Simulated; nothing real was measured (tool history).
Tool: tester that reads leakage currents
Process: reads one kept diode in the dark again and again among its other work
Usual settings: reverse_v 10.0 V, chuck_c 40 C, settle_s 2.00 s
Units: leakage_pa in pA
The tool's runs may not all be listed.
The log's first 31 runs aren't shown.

At day 168.212: probe card cleaned and baked.
Run 32, day 168.212: usual settings but reverse_v 4.5 V, chuck_c 57 C, settle_s 0.74 s. Result: leakage_pa 377.61 pA.
Run 33, day 174.388: usual settings but settle_s 2.66 s. Result: leakage_pa 167.16 pA.
Run 34, day 179.521: usual settings but reverse_v 2.6 V, chuck_c 52 C, settle_s 2.38 s. Result: leakage_pa 235.15 pA.
Run 35, day 185.117: usual settings but reverse_v 10.3 V, settle_s 6.27 s. Result: leakage_pa 167.87 pA.
Run 36, day 188.404: usual settings but chuck_c 22 C, settle_s 0.97 s. Result: leakage_pa 50.20 pA.
Run 37, day 192.783: usual settings but settle_s 8.55 s. Result: leakage_pa 166.41 pA.
Run 38, day 198.638: usual settings but reverse_v 12.2 V, chuck_c 22 C, settle_s 1.62 s. Result: leakage_pa 52.51 pA.
Run 39, day 203.308: usual settings but reverse_v 12.2 V, chuck_c 22 C, settle_s 1.62 s. Result: leakage_pa 52.38 pA.

Forecast each of these 3 alternatives for the next run:
Run A, day 208.296: usual settings but reverse_v 12.2 V, chuck_c 34 C, settle_s 0.52 s. Result: leakage_pa ?.
Run B, day 208.296: usual settings but reverse_v 17.5 V, chuck_c 55 C. Result: leakage_pa ?.
Run C, day 208.296: usual settings but chuck_c 48 C. Result: leakage_pa ?.

run  leakage_pa
  A      125.04
  B      509.76
  C      279.34
Without the tool's hidden state the same runs would have given:
run  leakage_pa
  A      125.07
  B      509.96
  C      279.45
